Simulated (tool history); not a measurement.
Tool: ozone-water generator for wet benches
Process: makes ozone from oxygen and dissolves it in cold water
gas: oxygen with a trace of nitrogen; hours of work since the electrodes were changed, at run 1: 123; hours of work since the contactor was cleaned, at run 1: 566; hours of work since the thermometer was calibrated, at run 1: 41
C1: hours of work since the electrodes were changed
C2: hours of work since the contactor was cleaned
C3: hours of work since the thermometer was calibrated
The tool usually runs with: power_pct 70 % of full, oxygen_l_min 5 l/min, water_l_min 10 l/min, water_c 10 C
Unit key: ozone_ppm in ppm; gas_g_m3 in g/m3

Run 1, hour 0: usual settings; C1 123; C2 566; C3 41. Result: ozone_ppm 42.4 ppm, gas_g_m3 262.3 g/m3.
Run 2, hour 47.5: usual settings; C1 170; C2 613; C3 88. Result: ozone_ppm 42.4 ppm, gas_g_m3 261.7 g/m3.
Run 3, hour 88.9: usual settings; C1 212; C2 654; C3 129. Result: ozone_ppm 42.9 ppm, gas_g_m3 262.8 g/m3.
Run 4, hour 132.4: usual settings; C1 255; C2 697; C3 172. Result: ozone_ppm 42.9 ppm, gas_g_m3 264.1 g/m3.
Run 5, hour 154.9: usual settings; C1 277; C2 719; C3 195. Result: ozone_ppm 42.6 ppm, gas_g_m3 264.4 g/m3.
Run 6, hour 184.9: usual settings but water_l_min 15 l/min; C1 307; C2 749; C3 225. Result: ozone_ppm 31.5 ppm, gas_g_m3 262.4 g/m3.
Run 7, hour 224.6: usual settings but water_c 11 C; C1 346; C2 789; C3 264. Result: ozone_ppm 41.9 ppm, gas_g_m3 260.2 g/m3.
Run 8, hour 256.8: usual settings; C1 378; C2 821; C3 296. Result: ozone_ppm 42.3 ppm, gas_g_m3 263.5 g/m3.
Run 9, hour 300.4: usual settings; C1 422; C2 864; C3 339. Result: ozone_ppm 41.8 ppm, gas_g_m3 261.1 g/m3.
Run 10, hour 323.4: usual settings but power_pct 58 % of full; C1 445; C2 887; C3 362. Result: ozone_ppm 35.7 ppm, gas_g_m3 223 g/m3.
Run 11, hour 346.2: usual settings but power_pct 58 % of full; C1 467; C2 910; C3 385. Result: ozone_ppm 36 ppm, gas_g_m3 224.7 g/m3.
Run 12, hour 401.5: usual settings but power_pct 58 % of full; C1 522; C2 964; C3 440. Result: ozone_ppm 35.6 ppm, gas_g_m3 225.7 g/m3.
Run 13, hour 438.1: usual settings; C1 558; C2 1001; C3 476. Result: ozone_ppm 42.2 ppm, gas_g_m3 259.3 g/m3.
Run 14, hour 489.5: usual settings; C1 610; C2 1052; C3 527. Result: ozone_ppm 41.9 ppm, gas_g_m3 261.4 g/m3.
Run 15, hour 532: usual settings; C1 652; C2 1094; C3 569. Result: ozone_ppm 41.6 ppm, gas_g_m3 259 g/m3.
Run 16, hour 568.7: usual settings; C1 688; C2 1131; C3 606. Result: ozone_ppm 42.1 ppm, gas_g_m3 259.1 g/m3.
Run 17, hour 613.3: usual settings but oxygen_l_min 6.7 l/min, water_l_min 14 l/min, water_c 11 C; C1 732; C2 1175; C3 650. Result: ozone_ppm 32.9 ppm, gas_g_m3 228.8 g/m3.
Run 18, hour 640.2: usual settings but power_pct 52 % of full, oxygen_l_min 6.52 l/min, water_l_min 14 l/min, water_c 11 C; C1 759; C2 1202; C3 677. Result: ozone_ppm 25.7 ppm, gas_g_m3 183.4 g/m3.
Run 19, hour 664.3: usual settings but power_pct 52 % of full, oxygen_l_min 6.52 l/min, water_l_min 14 l/min, water_c 11 C; C1 783; C2 1225; C3 701. Result: ozone_ppm 25.9 ppm, gas_g_m3 181.6 g/m3.

What will run 20 give?
Run 20, hour 706.2: usual settings but power_pct 52 % of full, oxygen_l_min 6.52 l/min, water_l_min 7 l/min, water_c 16 C; C1 825; C2 1267; C3 742. Result: ozone_ppm ?, gas_g_m3 ?.

ozone_ppm: 34.5 ppm
gas_g_m3: 182.1 g/m3
Had the tool carried no hidden state, the very same run would have given ozone_ppm 35.4 ppm, gas_g_m3 184.9 g/m3.
